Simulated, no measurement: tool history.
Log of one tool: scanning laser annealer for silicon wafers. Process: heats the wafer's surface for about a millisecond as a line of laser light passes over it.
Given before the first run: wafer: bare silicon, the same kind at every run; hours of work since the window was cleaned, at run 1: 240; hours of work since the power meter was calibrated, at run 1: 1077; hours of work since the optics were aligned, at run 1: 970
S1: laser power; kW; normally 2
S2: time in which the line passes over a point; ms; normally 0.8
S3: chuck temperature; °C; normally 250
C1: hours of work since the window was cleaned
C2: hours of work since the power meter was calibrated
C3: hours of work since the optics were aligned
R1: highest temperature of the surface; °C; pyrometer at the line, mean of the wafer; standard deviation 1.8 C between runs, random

| run | day | S1 | S2 | S3 | C1 | C2 | C3 | R1 |
|---|---|---|---|---|---|---|---|---|
| 1 | 0 | 2 | 0.8 | 250 | 240 | 1077 | 970 | 965 |
| 2 | 3.688 | 2 | 0.8 | 250 | 301 | 1139 | 1031 | 959 |
| 3 | 7.021 | 2 | 0.8 | 248 | 356 | 1194 | 1086 | 957 |
| 4 | 8.858 | 2 | 0.8 | 248 | 387 | 1225 | 1117 | 953 |
|  | 10.829 | optics aligned, line set to its width |
| 5 | 11.096 | 2.133 | 0.8 | 250 | 420 | 1258 | 4 | 1022 |
| 6 | 14.521 | 2 | 0.8 | 250 | 477 | 1315 | 61 | 967 |
| 7 | 17.625 | 2 | 0.819 | 250 | 529 | 1367 | 113 | 968 |
| 8 | 20.171 | 2 | 0.819 | 250 | 571 | 1409 | 155 | 967 |
| 9 | 23.35 | 2 | 0.8 | 250 | 624 | 1462 | 208 | 956 |
| 10 | 27.038 | 2.055 | 0.8 | 250 | 685 | 1523 | 269 | 975 |
| 11 | 30.675 | 2.055 | 0.8 | 250 | 746 | 1583 | 330 | 968 |
| 12 | 33.2 | 2 | 0.792 | 250 | 788 | 1625 | 372 | 945 |
| 13 | 36.046 | 2.064 | 0.8 | 250 | 835 | 1673 | 419 | 969 |
| 14 | 37.896 | 2.064 | 0.8 | 250 | 866 | 1703 | 450 | 969 |
|  | 39.529 | window over the wafer cleaned |
| 15 | 41.788 | 2.064 | 0.8 | 250 | 37 | 1767 | 513 | 949 |
|  | 45.562 | window over the wafer cleaned, once more |
| 16 | 45.562 | 2 | 0.8 | 250 | 0 | 1828 | 574 | 976 |
| 17 | 47.958 | 2 | 0.8 | 250 | 40 | 1868 | 614 | 971 |
| 18 | 50.392 | 2 | 0.956 | 250 | 80 | 1908 | 654 | 1029 |
| 19 | 53.7 | 2 | 0.956 | 250 | 135 | 1963 | 709 | 1029 |
| 20 | 56.192 | 2 | 0.6 | 250 | 177 | 2005 | 751 | 878 |
| 21 | 59.117 | 2 | 0.909 | 215 | 225 | 2053 | 799 | 970 |
| 22 | 60.904 | 2.001 | 0.931 | 265 | 255 | 2083 | 829 | 1025 |
| 23 | 63.917 | 2.001 | 0.931 | 265 | 305 | 2133 | 879 | 1020 |
| 24 | 67.279 | 2.161 | 0.702 | 246 | 361 | 2189 | 935 | 967 |
| 25 | 70.521 | 2.161 | 0.702 | 246 | 415 | 2243 | 989 | 966 |
| 26 | 72.529 | 2.055 | 0.75 | 213 | 448 | 2276 | 1022 | 909 |
| 27 | 76.017 | 1.94 | 0.589 | 227 | 506 | 2334 | 1080 | 810 |
| 28 | 79.212 | 1.941 | 0.589 | 227 | 559 | 2387 | 1133 | 810 |
|  | 80.254 | optics aligned, line set to its width |
| 29 | 81.504 | 2 | 0.601 | 250 | 594 | 2422 | 21 | 870 |
| 30 | 84.225 | 1.772 | 0.601 | 250 | 639 | 2467 | 66 | 788 |
| 31 | 87.604 | 2.052 | 0.601 | 250 | 695 | 2523 | 122 | 881 |
| 32 | 90.796 | 2.011 | 0.601 | 246 | 748 | 2576 | 175 | 857 |
| 33 | 94.038 | 1.707 | 0.888 | 283 | 802 | 2630 | 229 | 890 |
| 34 | 95.729 | 2 | 0.8 | 276 | 830 | 2658 | 257 | 964 |
| 35 | 98.596 | 1.992 | 0.754 | 275 | 878 | 2706 | 305 | 943 |
|  | 99.404 | window over the wafer cleaned |
| 36 | 101.962 | 1.973 | 0.84 | 263 | 42 | 2760 | 359 | 989 |
| 37 | 104.375 | 1.748 | 0.84 | 238 | 83 | 2800 | 399 | 870 |
| 38 | 106.312 | 1.904 | 0.942 | 249 | 115 | 2832 | 431 | 978 |
| 39 | 108.667 | 1.904 | 0.942 | 249 | 154 | 2872 | 471 | 973 |
| 40 | 111.396 | 2.031 | 0.641 | 238 | 199 | 2917 | 516 | 893 |

What if the next run were any one of these 4? Each begins from the tool's condition after run 40:
| A | 113.283 | 2.031 | 0.892 | 238 | 231 | 2948 | 547 | ? |
| B | 113.283 | 1.86 | 0.626 | 258 | 231 | 2948 | 547 | ? |
| C | 113.283 | 1.875 | 0.8 | 250 | 231 | 2948 | 547 | ? |
| D | 113.283 | 2.031 | 0.641 | 238 | 231 | 2948 | 547 | ? |

| run | R1 |
|---|---|
| A | 992 |
| B | 844 |
| C | 907 |
| D | 893 |
The same runs, with their run-to-run variation unchanged, on a tool lacking any hidden condition would have given:
| run | R1 |
|---|---|
| A | 1034 |
| B | 876 |
| C | 943 |
| D | 929 |

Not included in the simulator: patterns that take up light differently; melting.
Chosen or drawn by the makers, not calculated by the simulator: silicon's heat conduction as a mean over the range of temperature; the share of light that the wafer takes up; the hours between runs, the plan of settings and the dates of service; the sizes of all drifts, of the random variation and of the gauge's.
